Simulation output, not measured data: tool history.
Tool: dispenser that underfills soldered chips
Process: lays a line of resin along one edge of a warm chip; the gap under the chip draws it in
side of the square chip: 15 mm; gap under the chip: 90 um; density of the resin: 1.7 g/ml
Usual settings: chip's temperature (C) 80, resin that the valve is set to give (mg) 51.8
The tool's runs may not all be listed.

run    day  chip's temperature (C)  resin that the valve is set to give (mg)  time until the resin shows at the far edge (s)  resin that the valve gave (mg)
  1  0.000                      80                                      51.8                                            93.5                           50.48
  2  0.750                      80                                      54.0                                            91.9                           52.97
  3  1.450                      80                                      66.1                                            78.9                           64.08
  4  2.167                      87                                      51.8                                           137.3                           50.32
  5  2.696                      80                                      53.4                                           137.9                           51.68
  6  3.358                      80                                      53.4                                           111.6                           53.52
  7  3.904                      80                                      64.3                                            81.0                           64.12
  8  4.338                      80                                      51.8                                           130.5                           51.46
  9  4.900                      80                                      66.0                                           100.4                           65.20
 10  5.617                      70                                      46.0                                           143.7                           45.19
 11  6.067                      67                                      56.4                                           263.8                           55.29
 12  6.404                      74                                      56.5                                           115.7                           55.03
 13  7.038                      74                                      56.5                                           218.5                           56.21
 14  7.400                      74                                      54.8                                           139.9                           54.70
 15  7.846                      75                                      61.3                                           216.7                           60.85
 16  8.271                      73                                      58.6                                           155.1                           58.36

Taken out of this log: 12 entries between the listed runs. Where each belongs, and how the hidden state differs across it:
Between runs 1 and 2: new syringe of resin (day 0.633)
  resin's viscosity, % of fresh resin's: 116.2 -> 113.4; dose that the valve gives, % of what is set: 98.62 -> 98.12; true chip temperature over the reading, C: -0.95 -> -0.99
  measured less the result without the state, time until the resin shows at the far edge (s): +16.1 -> +14.1; resin that the valve gave (mg): -0.71 -> -1.01
Between runs 2 and 3: new syringe of resin (day 1.433)
  resin's viscosity, % of fresh resin's: 113.4 -> 102.4; dose that the valve gives, % of what is set: 98.12 -> 97.6; true chip temperature over the reading, C: -0.99 -> -1.04
  measured less the result without the state, time until the resin shows at the far edge (s): +14.1 -> +4.9; resin that the valve gave (mg): -1.01 -> -1.58
Between runs 4 and 5: new syringe of resin (day 2.217)
  resin's viscosity, % of fresh resin's: 224 -> 172.5; dose that the valve gives, % of what is set: 97.1 -> 96.74; true chip temperature over the reading, C: -1.09 -> -1.12
  measured less the result without the state, time until the resin shows at the far edge (s): +78.5 -> +61.7; resin that the valve gave (mg): -1.50 -> -1.74
Between runs 5 and 6: dispensing valve cleaned and set on the balance (day 2.783); new syringe of resin (day 3.062)
  resin's viscosity, % of fresh resin's: 172.5 -> 139.5; dose that the valve gives, % of what is set: 96.74 -> 99.66; true chip temperature over the reading, C: -1.12 -> -1.16
  measured less the result without the state, time until the resin shows at the far edge (s): +61.7 -> +35.1; resin that the valve gave (mg): -1.74 -> -0.18
Between runs 6 and 7: new syringe of resin (day 3.867)
  resin's viscosity, % of fresh resin's: 139.5 -> 103.2; dose that the valve gives, % of what is set: 99.66 -> 99.31; true chip temperature over the reading, C: -1.16 -> -1.19
  measured less the result without the state, time until the resin shows at the far edge (s): +35.1 -> +6.1; resin that the valve gave (mg): -0.18 -> -0.45
Between runs 8 and 9: new syringe of resin (day 4.675)
  resin's viscosity, % of fresh resin's: 165.6 -> 126.3; dose that the valve gives, % of what is set: 99.03 -> 98.66; true chip temperature over the reading, C: -1.22 -> -1.26
  measured less the result without the state, time until the resin shows at the far edge (s): +55.4 -> +24.7; resin that the valve gave (mg): -0.51 -> -0.89
Between runs 9 and 10: new syringe of resin (day 5.475)
  resin's viscosity, % of fresh resin's: 126.3 -> 117.2; dose that the valve gives, % of what is set: 98.66 -> 98.21; true chip temperature over the reading, C: -1.26 -> -1.31
  measured less the result without the state, time until the resin shows at the far edge (s): +24.7 -> +28.2; resin that the valve gave (mg): -0.89 -> -0.83
Between runs 11 and 12: new syringe of resin (day 6.275)
  resin's viscosity, % of fresh resin's: 192.2 -> 113.7; dose that the valve gives, % of what is set: 97.91 -> 97.69; true chip temperature over the reading, C: -1.34 -> -1.36
  measured less the result without the state, time until the resin shows at the far edge (s): +134.4 -> +19.5; resin that the valve gave (mg): -1.18 -> -1.30
Between runs 12 and 13: dispensing valve cleaned and set on the balance (day 6.854)
  resin's viscosity, % of fresh resin's: 113.7 -> 217.4; dose that the valve gives, % of what is set: 97.69 -> 99.96; true chip temperature over the reading, C: -1.36 -> -1.4
  measured less the result without the state, time until the resin shows at the far edge (s): +19.5 -> +123.6; resin that the valve gave (mg): -1.30 -> -0.02
Between runs 13 and 14: new syringe of resin (day 7.117)
  resin's viscosity, % of fresh resin's: 217.4 -> 137.1; dose that the valve gives, % of what is set: 99.96 -> 99.73; true chip temperature over the reading, C: -1.4 -> -1.42
  measured less the result without the state, time until the resin shows at the far edge (s): +123.6 -> +43.4; resin that the valve gave (mg): -0.02 -> -0.15
Between runs 15 and 16: new syringe of resin (day 7.912)
  resin's viscosity, % of fresh resin's: 222.4 -> 149.1; dose that the valve gives, % of what is set: 99.46 -> 99.16; true chip temperature over the reading, C: -1.44 -> -1.47
  measured less the result without the state, time until the resin shows at the far edge (s): +124.7 -> +57.2; resin that the valve gave (mg): -0.33 -> -0.50
